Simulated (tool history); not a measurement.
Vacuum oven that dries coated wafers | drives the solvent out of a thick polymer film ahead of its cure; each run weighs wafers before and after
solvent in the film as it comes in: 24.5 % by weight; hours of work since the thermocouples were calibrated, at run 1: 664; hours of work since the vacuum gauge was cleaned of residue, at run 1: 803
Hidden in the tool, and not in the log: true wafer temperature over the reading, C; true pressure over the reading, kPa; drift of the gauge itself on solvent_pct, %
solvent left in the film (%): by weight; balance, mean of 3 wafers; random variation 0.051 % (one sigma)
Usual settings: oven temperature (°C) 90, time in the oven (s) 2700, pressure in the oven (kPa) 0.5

run     day  oven temperature (°C)  time in the oven (s)  pressure in the oven (kPa)  hours of work since the thermocouples were calibrated  hours of work since the vacuum gauge was cleaned of residue  solvent left in the film (%)
  1       0                     90                  2700                         0.5                                                    664                                                          803                          1.17
  2   3.538                     90                  2700                       0.642                                                    702                                                          840                          1.35
  3   5.608                     90                  2700                       0.642                                                    724                                                          862                          1.26
  4   8.779                     90                  2700                         0.5                                                    758                                                          896                          1.26
  5   11.55                     90                  2700                         0.5                                                    788                                                          926                          1.25
      13.15  -- oven's thermocouples calibrated
  6  13.367                     84                  2700                         0.5                                                      2                                                          944                          2.44
  7  14.975                     84                  2700                         0.5                                                     19                                                          962                          2.42
  8  16.546                     84                  2700                         0.5                                                     36                                                          978                          2.47
  9  19.275                     84                  2700                         0.5                                                     65                                                         1008                          2.34
 10  22.542                     84                  2700                         0.5                                                    100                                                         1042                           2.4
 11  26.317                     90                  2700                         0.5                                                    141                                                         1083                          1.42
 12  28.429                     90                  2700                         0.5                                                    163                                                         1105                          1.41
 13  29.988                     90                  2700                         0.5                                                    180                                                         1122                          1.38
 14  32.154                     90                  2700                       0.475                                                    203                                                         1145                          1.38
 15  34.896                     90                  2700                         0.5                                                    232                                                         1174                          1.41
 16  38.571                     90                  2700                         0.5                                                    271                                                         1214                          1.33
 17  41.646                     83                  2700                         0.5                                                    304                                                         1246                          2.52
 18  44.908                     79                  2700                         0.5                                                    339                                                         1281                          3.52
 19  47.142                     90                  2280                        1.32                                                    363                                                         1305                          2.23
 20  50.675                     83                  2700                       1.638                                                    401                                                         1343                          3.21
 21  52.383                     83                  2700                       1.638                                                    419                                                         1361                          3.14
 22  54.733                     90                  4620                       1.638                                                    444                                                         1386                          1.15
 23  58.104                     90                  3600                       0.452                                                    480                                                         1422                          0.92
 24  60.708                     90                  3600                       0.452                                                    508                                                         1450                          0.79
 25  64.033                    100                  2280                       0.674                                                    543                                                         1485                          0.92
 26  65.612                    100                  1620                       1.451                                                    560                                                         1502                          1.95
 27  68.321                    102                  3000                       1.451                                                    589                                                         1531                          0.71
 28  70.162                    102                  3000                       1.451                                                    609                                                         1551                          0.72
 29  72.854                    102                  2520                       1.451                                                    638                                                         1580                          0.83
 30  74.954                     84                  2700                         0.5                                                    660                                                         1602                          2.47
 31  78.204                     96                  2700                       0.504                                                    695                                                         1637                          0.89
 32  80.225                     96                  2700                       0.504                                                    716                                                         1658                          0.83
 33  81.967                     81                  2700                       1.097                                                    735                                                         1677                           3.4

Forecast each of these 5 alternatives for the next run:
  A  85.638                    100                  2700                         0.5                                                    774                                                         1716                             ?
  B  85.638                     88                  2400                        1.44                                                    774                                                         1716                             ?
  C  85.638                     90                  1860                         0.5                                                    774                                                         1716                             ?
  D  85.638                     77                  2280                       0.328                                                    774                                                         1716                             ?
  E  85.638                     84                  3360                        0.72                                                    774                                                         1716                             ?

run  solvent left in the film (%)
  A                          0.59
  B                          2.56
  C                           2.8
  D                          4.91
  E                          1.73
Without the tool's hidden state the same runs would have given:
run  solvent left in the film (%)
  A                          0.35
  B                          2.27
  C                          2.56
  D                          4.54
  E                          1.33
